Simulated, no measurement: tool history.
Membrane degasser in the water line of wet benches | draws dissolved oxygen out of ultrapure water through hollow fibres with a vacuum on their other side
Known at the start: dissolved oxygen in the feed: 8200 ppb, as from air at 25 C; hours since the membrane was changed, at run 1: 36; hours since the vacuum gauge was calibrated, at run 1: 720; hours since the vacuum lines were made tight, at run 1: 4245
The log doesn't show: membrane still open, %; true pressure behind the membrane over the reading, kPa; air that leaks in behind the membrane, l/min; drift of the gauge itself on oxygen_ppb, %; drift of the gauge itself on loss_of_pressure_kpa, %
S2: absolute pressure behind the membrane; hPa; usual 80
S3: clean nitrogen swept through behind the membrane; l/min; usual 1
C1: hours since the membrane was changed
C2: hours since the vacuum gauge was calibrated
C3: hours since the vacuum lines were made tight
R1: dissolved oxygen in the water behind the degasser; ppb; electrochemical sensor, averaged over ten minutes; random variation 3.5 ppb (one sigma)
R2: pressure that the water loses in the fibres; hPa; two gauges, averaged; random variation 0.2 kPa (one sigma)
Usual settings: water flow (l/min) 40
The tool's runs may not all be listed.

Run 1, day 0: usual settings; C1 36; C2 720; C3 4245. Result: R1 407.7 ppb, R2 443.1 hPa.
Run 2, day 1.904: usual settings; C1 82; C2 766; C3 4291. Result: R1 408.4 ppb, R2 442.5 hPa.
Run 3, day 3.612: usual settings; C1 123; C2 807; C3 4332. Result: R1 407 ppb, R2 441.7 hPa.
Run 4, day 4.9: usual settings; C1 154; C2 838; C3 4363. Result: R1 413.9 ppb, R2 442.3 hPa.
Run 5, day 5.725: usual settings; C1 173; C2 858; C3 4382. Result: R1 401.3 ppb, R2 442.1 hPa.
Run 6, day 7.221: usual settings; C1 209; C2 894; C3 4418. Result: R1 408 ppb, R2 439.8 hPa.
Run 7, day 8.342: usual settings; C1 236; C2 920; C3 4445. Result: R1 412.1 ppb, R2 440.8 hPa.

The next listed run, before its measurement:
Run 8, day 9.817: usual settings; C1 272; C2 956; C3 4480. Result: R1 ?, R2 ?.

{"run 8": {"R1": 413.3, "R2": 441.2}}
Without the tool's hidden state the same run would have given R1 408.1 ppb, R2 440.5 hPa.
